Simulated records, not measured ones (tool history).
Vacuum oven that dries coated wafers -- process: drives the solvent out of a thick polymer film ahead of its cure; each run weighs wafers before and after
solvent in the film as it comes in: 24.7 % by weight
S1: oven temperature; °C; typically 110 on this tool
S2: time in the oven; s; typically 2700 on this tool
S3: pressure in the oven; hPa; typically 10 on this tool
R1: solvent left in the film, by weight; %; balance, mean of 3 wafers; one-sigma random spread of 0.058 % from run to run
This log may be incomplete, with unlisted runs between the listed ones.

{"run": 1, "hour": 0.0, "S1": 110, "S2": 2700, "S3": 10, "R1": 2.94}
{"run": 2, "hour": 4.9, "S1": 110, "S2": 2700, "S3": 10, "R1": 2.99}
{"run": 3, "hour": 11.4, "S1": 110, "S2": 2700, "S3": 10, "R1": 2.97}
{"run": 4, "hour": 19.2, "S1": 110, "S2": 2700, "S3": 10, "R1": 2.88}
{"run": 5, "hour": 27.8, "S1": 110, "S2": 2700, "S3": 24.5, "R1": 4.03}
{"run": 6, "hour": 37.6, "S1": 110, "S2": 3180, "S3": 24.5, "R1": 3.46}
{"run": 7, "hour": 48.1, "S1": 110, "S2": 3180, "S3": 24.5, "R1": 3.34}
{"run": 8, "hour": 58.5, "S1": 110, "S2": 3600, "S3": 39.1, "R1": 4.02}
{"run": 9, "hour": 69.7, "S1": 118, "S2": 1320, "S3": 14, "R1": 5.17}
{"run": 10, "hour": 79.0, "S1": 118, "S2": 1800, "S3": 5.3, "R1": 2.87}
{"run": 11, "hour": 84.0, "S1": 118, "S2": 1800, "S3": 5.3, "R1": 2.93}
{"run": 12, "hour": 93.5, "S1": 118, "S2": 3120, "S3": 13.7, "R1": 1.4}
{"run": 13, "hour": 100.6, "S1": 96, "S2": 3180, "S3": 10, "R1": 5.67}

What if the next run were any one of these 4? Each begins from the tool's condition after run 13:
{"run": "A", "hour": 108.4, "S1": 104, "S2": 1740, "S3": 8.7, "R1": "?"}
{"run": "B", "hour": 108.4, "S1": 99, "S2": 2760, "S3": 15, "R1": "?"}
{"run": "C", "hour": 108.4, "S1": 103, "S2": 3720, "S3": 39.2, "R1": "?"}
{"run": "D", "hour": 108.4, "S1": 116, "S2": 4140, "S3": 19.1, "R1": "?"}

run=A R1=7.26
run=B R1=6.17
run=C R1=5.76
run=D R1=1.59
Without the tool's unlogged condition, the same runs would have read:
run=A R1=7.26
run=B R1=6.17
run=C R1=5.76
run=D R1=1.59
